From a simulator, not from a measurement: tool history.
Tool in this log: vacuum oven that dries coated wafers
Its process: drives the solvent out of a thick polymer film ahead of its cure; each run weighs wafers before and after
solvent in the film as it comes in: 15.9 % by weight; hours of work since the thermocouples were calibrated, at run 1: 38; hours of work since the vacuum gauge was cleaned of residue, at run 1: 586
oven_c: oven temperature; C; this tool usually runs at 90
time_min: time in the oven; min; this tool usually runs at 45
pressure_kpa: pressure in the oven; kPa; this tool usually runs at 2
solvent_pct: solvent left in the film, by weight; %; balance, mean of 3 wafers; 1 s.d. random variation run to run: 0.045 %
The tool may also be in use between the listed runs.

run,hour,oven_c,time_min,pressure_kpa,hours of work since the thermocouples were calibrated,hours of work since the vacuum gauge was cleaned of residue,solvent_pct
1,0,90,45,2,38,586,3.29
2,20.9,90,45,2,50,598,3.18
3,33.9,90,28,2,57,605,5.15
4,56.9,90,45,3.75,70,618,4.08
5,81.2,90,45,3.75,84,632,3.89
6,110,90,45,3.75,101,648,3.97
7,129.4,90,45,1.18,112,660,2.82
8,148.1,90,45,3.06,122,670,3.73
9,175,90,45,3.06,138,685,3.74
10,198.1,90,45,3.06,151,699,3.75
11,217.3,90,45,2,162,709,3.22
12,245.8,96,26,2.96,178,726,3.67
13,258,96,26,2.96,185,733,3.7
14,271.7,96,26,2.96,192,740,3.78
15,294.6,77,26,2.96,205,753,10.32
16,318.5,76,26,2.35,219,767,10.33
# hour 321.6: vacuum gauge cleaned of residue and calibrated
17,332,76,26,2.35,226,6,10.27
18,359.8,76,26,2.35,242,22,10.33
# hour 376.3: vacuum gauge cleaned of residue and calibrated, once more
19,382.3,91,31,1.39,254,3,3.97
20,401.5,101,65,3.51,264,14,1.19
21,415,83,56,1.03,272,22,4.17
22,442.5,83,56,1.03,288,38,4.15

Below are 4 alternative next runs, each starting from the tool's condition after run 22. Predict each:
A,466.7,83,56,5.03,301,51,?
B,466.7,88,61,1.25,301,51,?
C,466.7,83,80,1.76,301,51,?
D,466.7,83,56,1.35,301,51,?

run,solvent_pct
A,6.14
B,2.29
C,3.08
D,4.26
Without the tool's unlogged condition, the same runs would have read:
run,solvent_pct
A,6.11
B,2.26
C,3.05
D,4.22
